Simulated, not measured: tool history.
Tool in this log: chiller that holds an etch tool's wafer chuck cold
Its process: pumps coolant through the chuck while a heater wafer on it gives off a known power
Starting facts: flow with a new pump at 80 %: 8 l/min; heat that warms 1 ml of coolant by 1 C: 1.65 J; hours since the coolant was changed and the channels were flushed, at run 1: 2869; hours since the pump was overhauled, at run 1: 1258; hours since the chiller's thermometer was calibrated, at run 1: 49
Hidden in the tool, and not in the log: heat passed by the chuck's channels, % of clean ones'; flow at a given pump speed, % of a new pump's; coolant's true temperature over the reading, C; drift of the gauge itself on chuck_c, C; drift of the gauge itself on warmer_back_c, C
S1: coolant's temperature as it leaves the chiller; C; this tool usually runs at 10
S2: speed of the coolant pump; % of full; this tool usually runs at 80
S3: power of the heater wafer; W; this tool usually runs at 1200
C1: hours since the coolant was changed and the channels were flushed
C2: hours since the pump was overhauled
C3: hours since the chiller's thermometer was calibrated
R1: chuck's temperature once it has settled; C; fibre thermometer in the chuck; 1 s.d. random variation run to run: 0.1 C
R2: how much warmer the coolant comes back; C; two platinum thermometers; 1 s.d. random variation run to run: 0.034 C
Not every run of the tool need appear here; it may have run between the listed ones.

Run 1, hour 0.0: usual settings; C1 2869; C2 1258; C3 49. Result: R1 19.9 C, R2 5.45 C.
Run 2, hour 32.3: usual settings; C1 2901; C2 1291; C3 81. Result: R1 19.8 C, R2 5.42 C.
Run 3, hour 51.7: usual settings but S3 621 W; C1 2921; C2 1310; C3 101. Result: R1 15.1 C, R2 2.82 C.
Run 4, hour 71.7: usual settings but S3 621 W; C1 2941; C2 1330; C3 121. Result: R1 15.1 C, R2 2.79 C.
Run 5, hour 107.8: usual settings but S3 621 W; C1 2977; C2 1366; C3 157. Result: R1 15.0 C, R2 2.80 C.
Run 6, hour 133.1: usual settings but S3 621 W; C1 3002; C2 1391; C3 182. Result: R1 15.2 C, R2 2.87 C.
Run 7, hour 158.5: usual settings but S3 621 W; C1 3028; C2 1417; C3 208. Result: R1 15.2 C, R2 2.92 C.
Run 8, hour 183.8: usual settings but S3 621 W; C1 3053; C2 1442; C3 233. Result: R1 15.2 C, R2 2.89 C.
Run 9, hour 212.2: usual settings but S3 1760 W; C1 3081; C2 1470; C3 261. Result: R1 24.4 C, R2 8.03 C.
Run 10, hour 246.4: usual settings but S1 15 C, S2 91 % of full, S3 707 W; C1 3115; C2 1505; C3 295. Result: R1 20.4 C, R2 2.93 C.
Run 11, hour 269.6: usual settings but S1 0 C, S3 751 W; C1 3139; C2 1528; C3 319. Result: R1 6.2 C, R2 3.45 C.
Run 12, hour 312.0: usual settings but S1 14 C, S2 61 % of full; C1 3181; C2 1570; C3 361. Result: R1 26.4 C, R2 7.14 C.
Run 13, hour 339.4: usual settings but S1 14 C, S2 61 % of full; C1 3208; C2 1598; C3 389. Result: R1 26.3 C, R2 7.23 C.
Run 14, hour 365.7: usual settings but S1 8 C; C1 3235; C2 1624; C3 415. Result: R1 17.7 C, R2 5.54 C.
Run 15, hour 403.8: usual settings but S1 16 C, S3 1325 W; C1 3273; C2 1662; C3 453. Result: R1 26.9 C, R2 6.13 C.
Run 16, hour 423.6: usual settings but S1 2 C, S2 74 % of full, S3 762 W; C1 3293; C2 1682; C3 473. Result: R1 8.7 C, R2 3.80 C.

Hidden state or all else? Some run-to-run changes of R2, split into what the settings, what came in and random variation would give without the hidden state, and what is left for the hidden state (with any gauge scatter that isn't in both results):
Run 4 -> 5: no setting changed, nothing entered. R2 +0.01 C: hidden state +0.02, all else -0.01.
Run 8 -> 9: S3 621 -> 1760. R2 +5.14 C: hidden state +0.01, all else +5.13.
